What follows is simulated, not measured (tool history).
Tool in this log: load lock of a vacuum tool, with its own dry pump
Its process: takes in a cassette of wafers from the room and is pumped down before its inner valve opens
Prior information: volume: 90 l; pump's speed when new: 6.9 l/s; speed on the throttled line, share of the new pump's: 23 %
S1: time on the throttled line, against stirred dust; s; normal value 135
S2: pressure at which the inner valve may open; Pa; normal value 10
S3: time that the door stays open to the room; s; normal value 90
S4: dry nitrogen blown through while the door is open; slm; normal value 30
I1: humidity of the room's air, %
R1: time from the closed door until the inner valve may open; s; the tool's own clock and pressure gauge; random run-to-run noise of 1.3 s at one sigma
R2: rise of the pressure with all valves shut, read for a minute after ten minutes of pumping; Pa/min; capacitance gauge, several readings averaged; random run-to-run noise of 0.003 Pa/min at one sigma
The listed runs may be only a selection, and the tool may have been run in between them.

Run 1, hour 0: usual settings; I1 46.3. Result: R1 231.2 s, R2 0.054 Pa/min.
Run 2, hour 91.1: usual settings but S3 65 s; I1 45.8. Result: R1 233.1 s, R2 0.053 Pa/min.
Run 3, hour 185.4: usual settings but S3 65 s; I1 46. Result: R1 232.2 s, R2 0.046 Pa/min.
Run 4, hour 263.5: usual settings but S3 133 s; I1 46.5. Result: R1 232.5 s, R2 0.065 Pa/min.
Run 5, hour 353.8: usual settings; I1 46.3. Result: R1 232.3 s, R2 0.062 Pa/min.
Run 6, hour 397.1: usual settings; I1 44.8. Result: R1 233.2 s, R2 0.058 Pa/min.
Run 7, hour 482.3: usual settings; I1 46.5. Result: R1 233.7 s, R2 0.068 Pa/min.
Run 8, hour 577.3: usual settings; I1 48.5. Result: R1 233.3 s, R2 0.059 Pa/min.
Run 9, hour 641.5: usual settings; I1 47.8. Result: R1 232.3 s, R2 0.061 Pa/min.
Run 10, hour 726.4: usual settings but S2 12 Pa, S3 55 s; I1 47.7. Result: R1 230.1 s, R2 0.058 Pa/min.
Run 11, hour 821: usual settings but S2 12 Pa, S3 55 s; I1 47.6. Result: R1 231.1 s, R2 0.057 Pa/min.
Run 12, hour 868.2: usual settings but S2 12 Pa, S3 55 s; I1 47.9. Result: R1 230.9 s, R2 0.056 Pa/min.
Run 13, hour 924.2: usual settings but S4 6 slm; I1 44.2. Result: R1 235.9 s, R2 0.084 Pa/min.
Run 14, hour 1018.9: usual settings but S1 99 s, S2 7 Pa, S3 36 s, S4 26 slm; I1 44.9. Result: R1 210.9 s, R2 0.054 Pa/min.
Run 15, hour 1100: usual settings but S1 99 s, S2 7 Pa, S3 36 s, S4 26 slm; I1 42.7. Result: R1 213.7 s, R2 0.061 Pa/min.
Run 16, hour 1150.4: usual settings but S1 71 s, S2 7 Pa, S3 84 s, S4 26 slm; I1 45.6. Result: R1 191.2 s, R2 0.067 Pa/min.
Run 17, hour 1245.6: usual settings but S2 8 Pa, S4 25 slm; I1 46.1. Result: R1 238.9 s, R2 0.075 Pa/min.

Predict each of these 4 candidate next runs independently; none follows another, all start after run 17:
Run A, hour 1317.4: usual settings but S2 18 Pa, S3 73 s, S4 9 slm; I1 45.7. Result: R1 ?, R2 ?.
Run B, hour 1317.4: usual settings but S2 16 Pa, S3 33 s, S4 25 slm; I1 47.1. Result: R1 ?, R2 ?.
Run C, hour 1317.4: usual settings but S1 212 s, S2 11 Pa, S4 18 slm; I1 43.8. Result: R1 ?, R2 ?.
Run D, hour 1317.4: usual settings but S4 29 slm; I1 44.4. Result: R1 ?, R2 ?.

run     R1     R2
  A  224.9   0.08
  B  227.8  0.053
  C  291.7  0.081
  D  234.2  0.072
Stripped of hidden state, with their random variation kept, the same runs would have yielded:
run     R1     R2
  A    217  0.037
  B  219.7  0.011
  C  284.5  0.038
  D  225.5  0.029
